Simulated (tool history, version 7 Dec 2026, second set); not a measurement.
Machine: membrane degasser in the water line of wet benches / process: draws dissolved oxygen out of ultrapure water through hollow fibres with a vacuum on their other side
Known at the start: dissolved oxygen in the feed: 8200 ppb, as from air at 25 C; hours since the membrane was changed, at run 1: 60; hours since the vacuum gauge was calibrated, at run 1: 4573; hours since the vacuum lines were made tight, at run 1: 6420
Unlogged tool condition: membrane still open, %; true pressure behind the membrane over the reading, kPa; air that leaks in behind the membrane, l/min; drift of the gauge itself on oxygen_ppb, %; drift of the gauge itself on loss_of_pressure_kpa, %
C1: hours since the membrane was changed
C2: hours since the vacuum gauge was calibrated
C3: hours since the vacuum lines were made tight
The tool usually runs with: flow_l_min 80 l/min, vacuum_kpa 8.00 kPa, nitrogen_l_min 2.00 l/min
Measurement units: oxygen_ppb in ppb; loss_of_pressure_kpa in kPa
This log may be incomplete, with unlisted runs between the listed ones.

{"run": 1, "hour": 0.0, "flow_l_min": 80, "vacuum_kpa": 8.0, "nitrogen_l_min": 2.0, "C1": 60, "C2": 4573, "C3": 6420, "oxygen_ppb": 395.9, "loss_of_pressure_kpa": 68.19}
{"hour": 75.1, "done": "seals of the vacuum lines changed"}
{"run": 2, "hour": 90.8, "flow_l_min": 80, "vacuum_kpa": 8.0, "nitrogen_l_min": 2.0, "C1": 149, "C2": 4662, "C3": 16, "oxygen_ppb": 397.2, "loss_of_pressure_kpa": 68.89}
{"run": 3, "hour": 147.3, "flow_l_min": 53, "vacuum_kpa": 8.0, "nitrogen_l_min": 2.0, "C1": 205, "C2": 4719, "C3": 72, "oxygen_ppb": 275.8, "loss_of_pressure_kpa": 45.49}
{"run": 4, "hour": 219.0, "flow_l_min": 53, "vacuum_kpa": 8.0, "nitrogen_l_min": 2.0, "C1": 277, "C2": 4790, "C3": 144, "oxygen_ppb": 276.4, "loss_of_pressure_kpa": 45.25}
{"run": 5, "hour": 263.0, "flow_l_min": 80, "vacuum_kpa": 8.0, "nitrogen_l_min": 1.28, "C1": 321, "C2": 4834, "C3": 188, "oxygen_ppb": 543.0, "loss_of_pressure_kpa": 68.79}
{"run": 6, "hour": 310.8, "flow_l_min": 80, "vacuum_kpa": 5.25, "nitrogen_l_min": 2.0, "C1": 369, "C2": 4882, "C3": 236, "oxygen_ppb": 185.0, "loss_of_pressure_kpa": 68.49}
{"run": 7, "hour": 369.5, "flow_l_min": 80, "vacuum_kpa": 8.0, "nitrogen_l_min": 2.0, "C1": 427, "C2": 4941, "C3": 294, "oxygen_ppb": 391.4, "loss_of_pressure_kpa": 68.55}
{"run": 8, "hour": 433.7, "flow_l_min": 80, "vacuum_kpa": 8.0, "nitrogen_l_min": 2.0, "C1": 492, "C2": 5005, "C3": 359, "oxygen_ppb": 397.9, "loss_of_pressure_kpa": 69.01}
{"run": 9, "hour": 498.3, "flow_l_min": 80, "vacuum_kpa": 8.0, "nitrogen_l_min": 2.0, "C1": 556, "C2": 5070, "C3": 423, "oxygen_ppb": 397.7, "loss_of_pressure_kpa": 68.81}
{"run": 10, "hour": 558.7, "flow_l_min": 80, "vacuum_kpa": 8.0, "nitrogen_l_min": 2.0, "C1": 617, "C2": 5130, "C3": 484, "oxygen_ppb": 393.3, "loss_of_pressure_kpa": 68.64}
{"run": 11, "hour": 650.8, "flow_l_min": 80, "vacuum_kpa": 7.8, "nitrogen_l_min": 2.0, "C1": 709, "C2": 5222, "C3": 576, "oxygen_ppb": 383.6, "loss_of_pressure_kpa": 68.31}
{"run": 12, "hour": 710.5, "flow_l_min": 80, "vacuum_kpa": 7.8, "nitrogen_l_min": 2.0, "C1": 768, "C2": 5282, "C3": 635, "oxygen_ppb": 379.5, "loss_of_pressure_kpa": 68.69}
{"run": 13, "hour": 759.2, "flow_l_min": 80, "vacuum_kpa": 7.8, "nitrogen_l_min": 2.0, "C1": 817, "C2": 5330, "C3": 684, "oxygen_ppb": 381.7, "loss_of_pressure_kpa": 68.58}
{"run": 14, "hour": 799.2, "flow_l_min": 80, "vacuum_kpa": 7.8, "nitrogen_l_min": 1.83, "C1": 857, "C2": 5371, "C3": 724, "oxygen_ppb": 403.3, "loss_of_pressure_kpa": 68.88}
{"run": 15, "hour": 872.1, "flow_l_min": 80, "vacuum_kpa": 8.0, "nitrogen_l_min": 3.9, "C1": 930, "C2": 5443, "C3": 797, "oxygen_ppb": 233.2, "loss_of_pressure_kpa": 68.8}
{"run": 16, "hour": 912.3, "flow_l_min": 80, "vacuum_kpa": 8.0, "nitrogen_l_min": 2.0, "C1": 970, "C2": 5484, "C3": 837, "oxygen_ppb": 399.5, "loss_of_pressure_kpa": 68.92}
{"hour": 918.3, "done": "vacuum gauge calibrated"}
{"run": 17, "hour": 1004.9, "flow_l_min": 114, "vacuum_kpa": 8.0, "nitrogen_l_min": 0.84, "C1": 1062, "C2": 87, "C3": 929, "oxygen_ppb": 916.7, "loss_of_pressure_kpa": 98.46}
{"run": 18, "hour": 1071.8, "flow_l_min": 114, "vacuum_kpa": 12.79, "nitrogen_l_min": 1.08, "C1": 1129, "C2": 153, "C3": 996, "oxygen_ppb": 1443.3, "loss_of_pressure_kpa": 98.4}
{"run": 19, "hour": 1134.9, "flow_l_min": 85, "vacuum_kpa": 12.79, "nitrogen_l_min": 3.23, "C1": 1192, "C2": 217, "C3": 1059, "oxygen_ppb": 543.8, "loss_of_pressure_kpa": 73.71}
{"run": 20, "hour": 1223.2, "flow_l_min": 80, "vacuum_kpa": 8.9, "nitrogen_l_min": 2.0, "C1": 1281, "C2": 305, "C3": 1148, "oxygen_ppb": 473.2, "loss_of_pressure_kpa": 68.92}
{"run": 21, "hour": 1309.8, "flow_l_min": 62, "vacuum_kpa": 19.01, "nitrogen_l_min": 2.0, "C1": 1367, "C2": 391, "C3": 1234, "oxygen_ppb": 949.7, "loss_of_pressure_kpa": 53.58}
{"hour": 1371.5, "done": "vacuum gauge calibrated, once more"}
{"run": 22, "hour": 1378.3, "flow_l_min": 53, "vacuum_kpa": 6.0, "nitrogen_l_min": 3.52, "C1": 1435, "C2": 7, "C3": 1302, "oxygen_ppb": 100.3, "loss_of_pressure_kpa": 46.24}
{"run": 23, "hour": 1444.0, "flow_l_min": 119, "vacuum_kpa": 7.66, "nitrogen_l_min": 3.57, "C1": 1501, "C2": 72, "C3": 1368, "oxygen_ppb": 335.8, "loss_of_pressure_kpa": 103.46}
{"run": 24, "hour": 1487.5, "flow_l_min": 119, "vacuum_kpa": 7.66, "nitrogen_l_min": 3.57, "C1": 1544, "C2": 116, "C3": 1411, "oxygen_ppb": 337.5, "loss_of_pressure_kpa": 102.92}
{"run": 25, "hour": 1569.4, "flow_l_min": 80, "vacuum_kpa": 8.0, "nitrogen_l_min": 2.23, "C1": 1626, "C2": 198, "C3": 1493, "oxygen_ppb": 356.3, "loss_of_pressure_kpa": 69.35}
{"run": 26, "hour": 1636.4, "flow_l_min": 80, "vacuum_kpa": 8.0, "nitrogen_l_min": 2.23, "C1": 1693, "C2": 265, "C3": 1560, "oxygen_ppb": 350.7, "loss_of_pressure_kpa": 69.01}
{"run": 27, "hour": 1711.7, "flow_l_min": 80, "vacuum_kpa": 8.0, "nitrogen_l_min": 2.23, "C1": 1769, "C2": 340, "C3": 1636, "oxygen_ppb": 354.8, "loss_of_pressure_kpa": 69.76}
{"run": 28, "hour": 1749.7, "flow_l_min": 58, "vacuum_kpa": 15.17, "nitrogen_l_min": 1.47, "C1": 1807, "C2": 378, "C3": 1674, "oxygen_ppb": 872.7, "loss_of_pressure_kpa": 50.11}

Expected results for the next run?
{"run": 29, "hour": 1792.7, "flow_l_min": 108, "vacuum_kpa": 12.63, "nitrogen_l_min": 1.12, "C1": 1849, "C2": 421, "C3": 1717, "oxygen_ppb": "?", "loss_of_pressure_kpa": "?"}

oxygen_ppb: 1305.4 ppb
loss_of_pressure_kpa: 93.29 kPa
Were there no unlogged condition in the tool, this run, its random variation unchanged, would have produced oxygen_ppb 1300.0 ppb, loss_of_pressure_kpa 92.08 kPa.
